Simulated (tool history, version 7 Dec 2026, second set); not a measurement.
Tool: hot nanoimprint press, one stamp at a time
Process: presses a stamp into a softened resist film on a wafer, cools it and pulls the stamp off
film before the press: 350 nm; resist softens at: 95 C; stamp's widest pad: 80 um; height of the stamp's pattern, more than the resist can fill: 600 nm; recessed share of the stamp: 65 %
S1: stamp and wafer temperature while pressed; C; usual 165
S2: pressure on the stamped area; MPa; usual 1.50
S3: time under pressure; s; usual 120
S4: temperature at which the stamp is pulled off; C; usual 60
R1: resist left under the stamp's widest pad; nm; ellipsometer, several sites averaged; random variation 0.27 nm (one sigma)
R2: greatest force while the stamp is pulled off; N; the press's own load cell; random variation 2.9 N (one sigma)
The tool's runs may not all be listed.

run	day	S1	S2	S3	S4	R1	R2
1	0.000	165	1.50	120	60	147.1	135
2	0.758	165	1.50	120	60	147.6	138
3	1.250	165	1.50	120	60	147.5	143
4	2.150	160	1.50	120	60	193.0	135
5	2.621	165	1.50	120	60	147.7	139
# day 3.446: plate thermocouple calibrated
6	3.446	165	1.50	105	60	155.9	139
7	4.354	165	1.50	105	60	156.0	139
8	4.912	165	1.50	120	60	148.4	143
9	5.608	165	1.50	120	60	148.6	138
10	6.212	165	1.50	191	60	123.0	137
11	7.162	165	1.50	120	48	148.9	149
12	7.688	165	1.50	120	60	148.4	139
13	8.479	165	1.50	120	60	148.8	145
14	9.025	165	1.50	180	60	126.7	144
# day 9.475: stamp cleaned and given a new release coat
15	9.808	165	1.50	180	60	126.4	137
16	10.554	162	1.17	127	64	189.8	130
17	11.521	165	1.51	120	67	149.1	128
18	12.475	175	1.50	120	60	86.7	134
19	13.042	175	1.50	120	60	87.2	132
20	13.683	171	1.55	120	60	106.5	134
21	14.175	171	1.55	120	60	106.0	132
22	14.596	171	1.55	120	53	106.3	142
23	15.242	171	1.55	120	53	106.0	144
24	16.204	176	1.55	61	53	109.3	140
# day 16.854: gauge calibrated
25	17.112	165	1.50	182	60	124.5	138
26	17.925	165	1.50	182	60	124.7	138

Measured less the same run without the tool's hidden state. The same run-to-run variation is in both; the gauge's scatter may not be:
The hidden state here: true temperature over the reading, C; pressure that arrives at the usual setting, %; grip of the stamp's worn release coat, % over a new coat's; drift of the gauge itself on residual_nm, %; drift of the gauge itself on pull_off_n, %.
run	R1	R2
1	-0.2	+1
2	+0.0	+2
3	+0.0	+2
4	+0.2	+2
5	+0.2	+2
6	+0.6	+2
7	+0.8	+3
8	+0.8	+2
9	+0.9	+3
10	+0.8	+2
11	+1.1	+3
12	+1.2	+3
13	+1.3	+2
14	+1.3	+2
15	+1.3	+0
16	+2.1	+0
17	+1.8	+0
18	+1.2	+0
19	+1.1	+0
20	+1.5	+0
21	+1.6	+1
22	+1.6	+0
23	+1.7	+1
24	+1.9	+0
25	+0.0	+1
26	+0.0	+1

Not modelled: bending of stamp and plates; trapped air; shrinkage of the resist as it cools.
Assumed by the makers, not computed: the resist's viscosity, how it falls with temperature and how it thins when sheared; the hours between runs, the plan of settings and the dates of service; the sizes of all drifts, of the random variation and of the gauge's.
